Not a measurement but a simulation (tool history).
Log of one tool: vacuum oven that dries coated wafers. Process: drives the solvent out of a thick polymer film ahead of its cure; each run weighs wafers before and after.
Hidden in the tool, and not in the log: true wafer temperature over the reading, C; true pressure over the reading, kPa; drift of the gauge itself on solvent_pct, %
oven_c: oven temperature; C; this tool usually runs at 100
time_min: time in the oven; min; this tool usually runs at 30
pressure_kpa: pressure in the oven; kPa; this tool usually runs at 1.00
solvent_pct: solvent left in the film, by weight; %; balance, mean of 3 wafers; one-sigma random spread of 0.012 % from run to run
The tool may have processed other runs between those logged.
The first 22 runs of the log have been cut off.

run,day,oven_c,time_min,pressure_kpa,hours of work since the thermocouples were calibrated,hours of work since the vacuum gauge was cleaned of residue,solvent_pct
23,11.988,99,30,1.00,957,288,1.87
24,12.333,99,15,0.66,961,292,3.70
25,12.908,99,15,0.66,967,298,3.72
26,13.533,92,26,1.26,973,304,3.62
27,14.100,92,26,1.26,979,310,3.62
28,14.467,87,29,1.00,983,314,3.98
29,15.133,100,30,0.91,990,321,1.68
30,15.725,100,26,2.36,996,327,3.22
31,16.062,111,22,3.81,999,330,2.94
32,16.542,115,26,0.94,1004,335,0.70
33,17.212,88,26,0.94,1011,342,4.05
34,17.625,88,26,0.94,1015,346,4.05
35,18.071,107,23,0.77,1020,351,1.32
36,18.546,92,24,0.66,1025,356,3.25
# day 18.662: oven's thermocouples calibrated
37,19.246,96,49,0.51,6,362,0.90
38,19.592,96,49,0.51,10,366,0.89
39,20.000,94,16,1.00,14,370,4.69
40,20.371,94,19,0.92,18,374,3.99
41,20.796,111,42,1.07,22,378,0.73
42,21.429,111,42,1.07,29,385,0.76
43,22.154,111,19,0.56,36,392,1.19
44,22.883,111,19,0.56,44,400,1.20
45,23.321,100,30,1.00,48,404,1.74
46,23.804,99,30,1.00,53,409,1.87

What if the next run were any one of these 4? Each begins from the tool's condition after run 46:
A,24.267,88,30,1.00,58,414,?
B,24.267,111,30,1.00,58,414,?
C,24.267,108,34,0.87,58,414,?
D,24.267,104,34,1.00,58,414,?

run,solvent_pct
A,3.68
B,0.86
C,0.80
D,1.16
Without the tool's unlogged condition, the same runs would have read:
run,solvent_pct
A,3.68
B,0.86
C,0.80
D,1.16
